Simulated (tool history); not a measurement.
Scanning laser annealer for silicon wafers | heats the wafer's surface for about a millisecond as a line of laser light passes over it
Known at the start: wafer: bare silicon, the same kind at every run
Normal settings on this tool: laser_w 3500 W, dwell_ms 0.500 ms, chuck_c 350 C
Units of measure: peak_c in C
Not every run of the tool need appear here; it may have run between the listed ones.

run	hour	laser_w	dwell_ms	chuck_c	peak_c
1	0.0	3500	0.500	350	1095
2	79.4	3500	0.500	350	1082
3	131.2	3500	0.500	350	1080
4	201.6	3656	0.500	350	1111
5	245.3	3500	0.500	322	1039
6	293.8	3500	0.500	322	1032
7	340.0	3500	0.500	350	1052
8	401.3	3500	0.500	350	1047
9	436.6	3500	0.500	350	1046
# hour 466.1: window over the wafer cleaned
10	507.7	3500	0.500	350	1087
11	560.0	3500	0.500	350	1082
12	621.6	3500	0.500	350	1074
13	687.7	3500	0.500	350	1069
14	758.0	3259	0.500	343	991
15	829.7	2985	0.384	332	840
16	875.8	3095	0.390	372	907
17	919.6	3095	0.390	372	902
# hour 931.2: window over the wafer cleaned
18	958.3	3576	0.599	351	1172
19	1021.7	3576	0.599	351	1170
20	1084.7	3294	0.599	351	1078
21	1162.9	3027	0.404	351	894
22	1218.7	3027	0.404	351	883
23	1264.3	3195	0.468	336	945
24	1330.5	3634	0.566	376	1149
# hour 1390.9: window over the wafer cleaned
# hour 1395.9: optics aligned, line set to its width
25	1424.8	3634	0.566	376	1206

Consider 5 possible next runs. They are alternatives, not a sequence: every one starts from the tool as it was left by run 25. What does each give?
A	1484.4	3819	0.566	376	?
B	1484.4	3067	0.500	310	?
C	1484.4	3548	0.493	351	?
D	1484.4	3168	0.500	339	?
E	1484.4	3500	0.500	326	?

run	peak_c
A	1251
B	934
C	1103
D	994
E	1067
Without the tool's unlogged condition, the same runs would have read:
run	peak_c
A	1254
B	936
C	1106
D	996
E	1070

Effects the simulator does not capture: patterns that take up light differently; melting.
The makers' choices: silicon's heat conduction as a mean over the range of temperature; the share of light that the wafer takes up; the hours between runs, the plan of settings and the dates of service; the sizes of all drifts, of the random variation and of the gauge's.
